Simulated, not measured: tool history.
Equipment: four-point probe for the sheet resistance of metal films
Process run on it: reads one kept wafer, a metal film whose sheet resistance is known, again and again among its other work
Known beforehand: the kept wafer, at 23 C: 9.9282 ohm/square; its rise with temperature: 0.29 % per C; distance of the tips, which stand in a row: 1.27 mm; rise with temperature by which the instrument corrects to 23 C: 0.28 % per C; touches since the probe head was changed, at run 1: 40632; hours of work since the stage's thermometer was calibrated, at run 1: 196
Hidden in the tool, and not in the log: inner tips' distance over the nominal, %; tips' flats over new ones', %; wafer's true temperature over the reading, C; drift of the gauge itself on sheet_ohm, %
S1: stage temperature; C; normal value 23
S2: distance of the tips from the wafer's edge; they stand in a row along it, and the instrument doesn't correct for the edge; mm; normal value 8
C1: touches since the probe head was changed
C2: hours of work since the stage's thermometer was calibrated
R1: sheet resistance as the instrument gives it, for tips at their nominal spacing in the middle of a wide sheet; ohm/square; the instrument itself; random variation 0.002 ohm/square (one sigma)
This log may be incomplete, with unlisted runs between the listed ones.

| run | hour | S1 | S2 | C1 | C2 | R1 |
|---|---|---|---|---|---|---|
| 1 | 0.0 | 23 | 8 | 40632 | 196 | 10.090608 |
| 2 | 19.5 | 23 | 8 | 41300 | 206 | 10.089185 |
| 3 | 54.1 | 23 | 8 | 42484 | 222 | 10.096656 |
| 4 | 86.9 | 28 | 8 | 43608 | 238 | 10.095540 |
| 5 | 120.1 | 28 | 8 | 44746 | 254 | 10.099749 |
| 6 | 139.0 | 23 | 17 | 45394 | 263 | 9.996175 |
| 7 | 177.1 | 23 | 17 | 46701 | 281 | 9.992940 |
| 8 | 202.8 | 23 | 17 | 47579 | 293 | 9.997155 |
| 9 | 242.9 | 23 | 17 | 48957 | 312 | 9.993437 |
| 10 | 264.9 | 26 | 17 | 49708 | 323 | 9.996804 |
| 11 | 297.2 | 24 | 17 | 50817 | 338 | 9.996312 |
| 12 | 320.2 | 24 | 17 | 51602 | 349 | 9.998127 |
| 13 | 342.4 | 18 | 8 | 52363 | 360 | 10.099519 |
| 14 | 366.7 | 18 | 8 | 53197 | 371 | 10.099934 |
| 15 | 408.8 | 20 | 8 | 54640 | 391 | 10.102701 |
| 16 | 451.2 | 18 | 44 | 56094 | 412 | 9.972031 |
| 17 | 470.1 | 30 | 54 | 56738 | 420 | 9.975071 |
| 18 | 507.2 | 30 | 28 | 58011 | 438 | 9.985847 |
| 19 | 530.1 | 30 | 28 | 58796 | 449 | 9.987297 |
| 20 | 549.5 | 30 | 28 | 59460 | 458 | 9.988755 |
| 21 | 591.4 | 30 | 28 | 60897 | 478 | 9.987240 |
| 22 | 613.0 | 30 | 28 | 61637 | 489 | 9.987658 |
| 23 | 648.1 | 21 | 18 | 62840 | 505 | 10.004850 |
| 24 | 683.6 | 20 | 18 | 64055 | 522 | 10.005567 |

Here are 5 independent what-if runs from the current tool condition. What would each one return?
| A | 704.5 | 25 | 5 | 64771 | 532 | ? |
| B | 704.5 | 18 | 49 | 64771 | 532 | ? |
| C | 704.5 | 33 | 11 | 64771 | 532 | ? |
| D | 704.5 | 29 | 71 | 64771 | 532 | ? |
| E | 704.5 | 33 | 24 | 64771 | 532 | ? |

| run | R1 |
|---|---|
| A | 10.313881 |
| B | 9.983448 |
| C | 10.050759 |
| D | 9.980576 |
| E | 9.994074 |
What these runs would have given with no unlogged condition in the tool:
| run | R1 |
|---|---|
| A | 10.261353 |
| B | 9.932566 |
| C | 9.999323 |
| D | 9.929531 |
| E | 9.942904 |
